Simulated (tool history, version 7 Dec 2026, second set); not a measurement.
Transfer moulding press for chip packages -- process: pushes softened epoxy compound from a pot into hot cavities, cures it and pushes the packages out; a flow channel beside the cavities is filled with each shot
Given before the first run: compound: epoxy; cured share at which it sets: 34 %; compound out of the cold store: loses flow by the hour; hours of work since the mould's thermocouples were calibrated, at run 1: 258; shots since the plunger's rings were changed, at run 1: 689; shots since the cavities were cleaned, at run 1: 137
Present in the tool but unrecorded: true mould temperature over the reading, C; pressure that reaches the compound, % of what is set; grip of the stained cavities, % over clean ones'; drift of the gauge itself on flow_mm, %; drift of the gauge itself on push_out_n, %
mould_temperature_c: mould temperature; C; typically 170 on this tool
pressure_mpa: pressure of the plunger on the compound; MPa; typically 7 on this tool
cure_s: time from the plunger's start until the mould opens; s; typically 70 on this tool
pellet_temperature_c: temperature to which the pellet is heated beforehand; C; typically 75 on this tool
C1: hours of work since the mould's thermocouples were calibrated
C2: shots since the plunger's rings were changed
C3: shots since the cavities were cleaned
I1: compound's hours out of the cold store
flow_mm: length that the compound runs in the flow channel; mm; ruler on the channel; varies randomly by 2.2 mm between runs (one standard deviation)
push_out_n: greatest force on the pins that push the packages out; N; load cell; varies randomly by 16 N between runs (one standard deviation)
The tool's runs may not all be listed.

run 1 day=0 | mould_temperature_c=170 pressure_mpa=7 cure_s=70 pellet_temperature_c=75 | C1=258 C2=689 C3=137 | I1=27.7 | flow_mm=590 push_out_n=788
run 2 day=0.842 | mould_temperature_c=170 pressure_mpa=7 cure_s=70 pellet_temperature_c=75 | C1=269 C2=942 C3=390 | I1=26.4 | flow_mm=592 push_out_n=821
run 3 day=1.912 | mould_temperature_c=170 pressure_mpa=6.3 cure_s=70 pellet_temperature_c=75 | C1=284 C2=1263 C3=711 | I1=24.2 | flow_mm=569 push_out_n=822
run 4 day=2.925 | mould_temperature_c=170 pressure_mpa=7 cure_s=70 pellet_temperature_c=75 | C1=298 C2=1566 C3=1014 | I1=32.3 | flow_mm=571 push_out_n=778
-- day=3.375 cavities cleaned with cleaning compound and waxed
run 5 day=3.721 | mould_temperature_c=170 pressure_mpa=7 cure_s=70 pellet_temperature_c=75 | C1=307 C2=1785 C3=103 | I1=17.3 | flow_mm=619 push_out_n=810
run 6 day=4.492 | mould_temperature_c=170 pressure_mpa=7 cure_s=70 pellet_temperature_c=75 | C1=318 C2=2016 C3=334 | I1=38 | flow_mm=556 push_out_n=769
run 7 day=5.079 | mould_temperature_c=170 pressure_mpa=7 cure_s=70 pellet_temperature_c=75 | C1=326 C2=2193 C3=511 | I1=42.6 | flow_mm=542 push_out_n=763
run 8 day=5.671 | mould_temperature_c=170 pressure_mpa=7 cure_s=70 pellet_temperature_c=75 | C1=334 C2=2370 C3=688 | I1=17.4 | flow_mm=618 push_out_n=857
run 9 day=6.558 | mould_temperature_c=170 pressure_mpa=7 cure_s=70 pellet_temperature_c=75 | C1=346 C2=2635 C3=953 | I1=36 | flow_mm=563 push_out_n=769
-- day=7.171 cavities cleaned with cleaning compound and waxed
run 10 day=7.271 | mould_temperature_c=170 pressure_mpa=7 cure_s=70 pellet_temperature_c=75 | C1=355 C2=2830 C3=30 | I1=44.9 | flow_mm=532 push_out_n=732
run 11 day=8.3 | mould_temperature_c=170 pressure_mpa=7 cure_s=70 pellet_temperature_c=75 | C1=369 C2=3138 C3=338 | I1=15.7 | flow_mm=629 push_out_n=816
run 12 day=8.942 | mould_temperature_c=169 pressure_mpa=7 cure_s=70 pellet_temperature_c=75 | C1=378 C2=3331 C3=531 | I1=18.8 | flow_mm=616 push_out_n=904
run 13 day=9.729 | mould_temperature_c=169 pressure_mpa=7 cure_s=70 pellet_temperature_c=75 | C1=389 C2=3567 C3=767 | I1=14.4 | flow_mm=631 push_out_n=886
run 14 day=10.521 | mould_temperature_c=169 pressure_mpa=6.21 cure_s=70 pellet_temperature_c=75 | C1=399 C2=3804 C3=1004 | I1=18.8 | flow_mm=587 push_out_n=884
-- day=10.983 cavities cleaned with cleaning compound and waxed
run 15 day=11.312 | mould_temperature_c=168 pressure_mpa=6.21 cure_s=69 pellet_temperature_c=75 | C1=409 C2=4022 C3=99 | I1=33 | flow_mm=542 push_out_n=899
run 16 day=11.825 | mould_temperature_c=170 pressure_mpa=7 cure_s=90 pellet_temperature_c=80 | C1=416 C2=4176 C3=253 | I1=22.9 | flow_mm=601 push_out_n=458
run 17 day=12.646 | mould_temperature_c=170 pressure_mpa=7 cure_s=90 pellet_temperature_c=80 | C1=427 C2=4422 C3=499 | I1=13.4 | flow_mm=634 push_out_n=501
-- day=13.083 plunger's sealing rings changed
run 18 day=13.488 | mould_temperature_c=170 pressure_mpa=7 cure_s=90 pellet_temperature_c=80 | C1=437 C2=121 C3=720 | I1=47.9 | flow_mm=528 push_out_n=464
run 19 day=14.279 | mould_temperature_c=170 pressure_mpa=7.66 cure_s=70 pellet_temperature_c=81 | C1=448 C2=358 C3=957 | I1=11.1 | flow_mm=674 push_out_n=849
-- day=14.896 cavities cleaned with cleaning compound and waxed
run 20 day=15.317 | mould_temperature_c=170 pressure_mpa=7.76 cure_s=91 pellet_temperature_c=73 | C1=462 C2=650 C3=127 | I1=8 | flow_mm=691 push_out_n=491
run 21 day=15.933 | mould_temperature_c=178 pressure_mpa=7.88 cure_s=91 pellet_temperature_c=69 | C1=470 C2=835 C3=312 | I1=47.5 | flow_mm=551 push_out_n=428
run 22 day=16.675 | mould_temperature_c=178 pressure_mpa=7.88 cure_s=72 pellet_temperature_c=69 | C1=480 C2=1057 C3=534 | I1=23.6 | flow_mm=626 push_out_n=497
run 23 day=17.271 | mould_temperature_c=168 pressure_mpa=7.78 cure_s=70 pellet_temperature_c=78 | C1=488 C2=1235 C3=712 | I1=13.9 | flow_mm=671 push_out_n=962
run 24 day=18.183 | mould_temperature_c=168 pressure_mpa=7.78 cure_s=70 pellet_temperature_c=78 | C1=501 C2=1508 C3=985 | I1=29.7 | flow_mm=614 push_out_n=887
-- day=18.712 cavities cleaned with cleaning compound and waxed
run 25 day=19.15 | mould_temperature_c=168 pressure_mpa=7.18 cure_s=86 pellet_temperature_c=84 | C1=513 C2=1779 C3=131 | I1=26.4 | flow_mm=598 push_out_n=551

5 options for the next run, each taken on its own from the tool as it stands now. Forecast them:
run A day=19.85 | mould_temperature_c=170 pressure_mpa=7 cure_s=70 pellet_temperature_c=83 | C1=522 C2=1989 C3=341 | I1=19.2 | flow_mm=? push_out_n=?
run B day=19.85 | mould_temperature_c=170 pressure_mpa=6.92 cure_s=70 pellet_temperature_c=78 | C1=522 C2=1989 C3=341 | I1=9.8 | flow_mm=? push_out_n=?
run C day=19.85 | mould_temperature_c=168 pressure_mpa=6.02 cure_s=86 pellet_temperature_c=80 | C1=522 C2=1989 C3=341 | I1=39.4 | flow_mm=? push_out_n=?
run D day=19.85 | mould_temperature_c=172 pressure_mpa=7.18 cure_s=86 pellet_temperature_c=72 | C1=522 C2=1989 C3=341 | I1=15 | flow_mm=? push_out_n=?
run E day=19.85 | mould_temperature_c=172 pressure_mpa=8.23 cure_s=104 pellet_temperature_c=75 | C1=522 C2=1989 C3=341 | I1=38.5 | flow_mm=? push_out_n=?

run=A flow_mm=614 push_out_n=805
run=B flow_mm=644 push_out_n=872
run=C flow_mm=514 push_out_n=509
run=D flow_mm=633 push_out_n=485
run=E flow_mm=600 push_out_n=416
Take away the tool's hidden state, keep each run's random variation, and the runs would have read:
run=A flow_mm=614 push_out_n=798
run=B flow_mm=644 push_out_n=865
run=C flow_mm=514 push_out_n=505
run=D flow_mm=633 push_out_n=481
run=E flow_mm=600 push_out_n=412
